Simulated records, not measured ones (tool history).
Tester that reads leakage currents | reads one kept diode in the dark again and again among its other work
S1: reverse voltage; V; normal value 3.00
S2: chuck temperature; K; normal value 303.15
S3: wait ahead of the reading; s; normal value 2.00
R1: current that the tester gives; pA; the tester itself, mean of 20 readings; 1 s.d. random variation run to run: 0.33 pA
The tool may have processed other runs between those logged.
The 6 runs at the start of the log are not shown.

Run 7, day 25.992: usual settings but S1 2.73 V. Result: R1 169.65 pA.
Run 8, day 30.175: usual settings but S1 2.73 V, S2 311.15 K. Result: R1 317.60 pA.
Run 9, day 33.017: usual settings but S1 2.73 V, S2 311.15 K. Result: R1 317.33 pA.
Run 10, day 36.017: usual settings. Result: R1 176.24 pA.
Run 11, day 38.746: usual settings. Result: R1 176.04 pA.
Run 12, day 41.483: usual settings. Result: R1 176.65 pA.
Run 13, day 45.529: usual settings but S3 7.75 s. Result: R1 176.77 pA.
Run 14, day 50.646: usual settings but S2 301.15 K. Result: R1 150.17 pA.
Run 15, day 53.058: usual settings but S2 301.15 K. Result: R1 150.08 pA.
Run 16, day 57.517: usual settings but S1 1.80 V, S2 300.15 K, S3 2.58 s. Result: R1 111.84 pA.
Run 17, day 62.329: usual settings but S1 3.48 V, S3 0.95 s. Result: R1 188.49 pA.
At day 63.183: probe card cleaned and baked.
Run 18, day 65.729: usual settings but S1 4.44 V, S2 322.15 K, S3 2.52 s. Result: R1 875.99 pA.
Run 19, day 71.288: usual settings but S1 4.44 V, S2 322.15 K, S3 2.75 s. Result: R1 875.03 pA.
Run 20, day 75.825: usual settings but S1 4.44 V, S2 322.15 K, S3 2.75 s. Result: R1 874.33 pA.
At day 77.312: chuck's temperature calibrated.
Run 21, day 81.196: usual settings but S1 1.70 V. Result: R1 139.04 pA.
Run 22, day 86.467: usual settings but S1 13.15 V, S2 306.15 K, S3 0.63 s. Result: R1 419.99 pA.
Run 23, day 90.588: usual settings but S1 13.15 V, S2 306.15 K, S3 0.63 s. Result: R1 418.98 pA.
Run 24, day 93.621: usual settings but S1 13.15 V, S2 306.15 K, S3 0.63 s. Result: R1 419.59 pA.
Run 25, day 97.662: usual settings but S1 17.73 V, S2 299.15 K, S3 5.89 s. Result: R1 269.63 pA.
Run 26, day 100.083: usual settings but S1 17.73 V, S2 299.15 K, S3 5.89 s. Result: R1 269.44 pA.
Run 27, day 103.796: usual settings but S1 15.48 V, S2 319.15 K, S3 0.35 s. Result: R1 1200.83 pA.
Run 28, day 107.471: usual settings but S1 14.49 V, S3 0.79 s. Result: R1 342.81 pA.
Run 29, day 112.804: usual settings but S1 9.32 V, S2 317.15 K, S3 1.35 s. Result: R1 834.88 pA.
Run 30, day 116.900: usual settings but S1 6.74 V. Result: R1 247.90 pA.

Each row is a separate what-if for the run after 30, all from the same tool condition, not one after another. Results?
Run A, day 120.429: usual settings but S1 13.82 V. Result: R1 ?.
Run B, day 120.429: usual settings but S1 2.61 V, S2 296.15 K, S3 5.07 s. Result: R1 ?.
Run C, day 120.429: usual settings but S1 6.97 V. Result: R1 ?.
Run D, day 120.429: usual settings but S1 6.53 V, S2 301.15 K, S3 9.08 s. Result: R1 ?.

run      R1
  A  336.46
  B   93.25
  C  252.61
  D  208.15
Without the tool's hidden state the same runs would have given:
run      R1
  A  336.44
  B   93.25
  C  252.62
  D  208.15

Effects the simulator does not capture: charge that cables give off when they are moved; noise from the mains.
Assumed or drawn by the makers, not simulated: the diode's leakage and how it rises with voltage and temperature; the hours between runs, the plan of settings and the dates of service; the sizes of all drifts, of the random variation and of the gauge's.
